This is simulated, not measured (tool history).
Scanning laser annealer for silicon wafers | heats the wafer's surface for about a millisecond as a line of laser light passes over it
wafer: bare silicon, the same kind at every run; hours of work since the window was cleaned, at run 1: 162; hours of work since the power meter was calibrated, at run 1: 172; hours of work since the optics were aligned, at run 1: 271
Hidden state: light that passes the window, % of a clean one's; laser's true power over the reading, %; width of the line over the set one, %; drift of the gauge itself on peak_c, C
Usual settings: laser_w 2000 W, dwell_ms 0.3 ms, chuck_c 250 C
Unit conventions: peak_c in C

run,hour,laser_w,dwell_ms,chuck_c,hours of work since the window was cleaned,hours of work since the power meter was calibrated,hours of work since the optics were aligned,peak_c
1,0,2000,0.3,250,162,172,271,1038
2,10.2,2000,0.3,250,168,178,277,1034
3,20.6,2000,0.279,250,174,184,284,1012
4,27.9,2000,0.3,250,179,189,288,1035
5,38.2,2000,0.3,250,185,195,295,1039
6,50,2000,0.242,250,192,203,302,966
7,59.4,2099,0.3,250,198,208,308,1081
8,69,2000,0.319,250,204,214,314,1056
9,77.1,2000,0.319,250,209,219,319,1057
10,83.2,2000,0.319,250,213,223,322,1056
11,89,2000,0.319,250,216,227,326,1056
12,94.9,2000,0.319,250,220,230,329,1058
13,105.4,2000,0.319,250,226,237,336,1057
14,111.6,2000,0.319,250,230,241,340,1058
15,119.8,2000,0.319,250,235,246,345,1056
16,128.5,2000,0.319,250,241,251,350,1053
17,140.2,2000,0.319,250,248,258,357,1059
18,150.6,2000,0.319,250,254,265,364,1056
19,159,2000,0.319,250,260,270,369,1058
20,166.1,2000,0.319,250,264,274,373,1057
21,171.4,2000,0.319,250,267,277,377,1056
22,176.6,1814,0.259,287,270,281,380,940
23,185.8,2000,0.245,245,276,286,386,964
24,193.3,2000,0.245,245,281,291,390,963
25,203.3,2000,0.3,219,287,297,396,1006
26,209.5,2000,0.3,248,291,301,400,1034
27,219.3,2000,0.3,248,297,307,406,1032
28,224.8,2000,0.3,248,300,310,410,1035
29,231.4,2158,0.3,265,304,314,414,1124
30,236.2,2000,0.3,245,307,317,417,1031
31,245,2000,0.3,245,313,323,422,1030

Estimate the outcome of run 32 from the log above:
32,256.5,2000,0.3,245,320,330,429,?

Run 32 measured peak_c 1029 C.
On a tool with no hidden condition, and with the same random variation, this run would have come out at peak_c 1030 C.
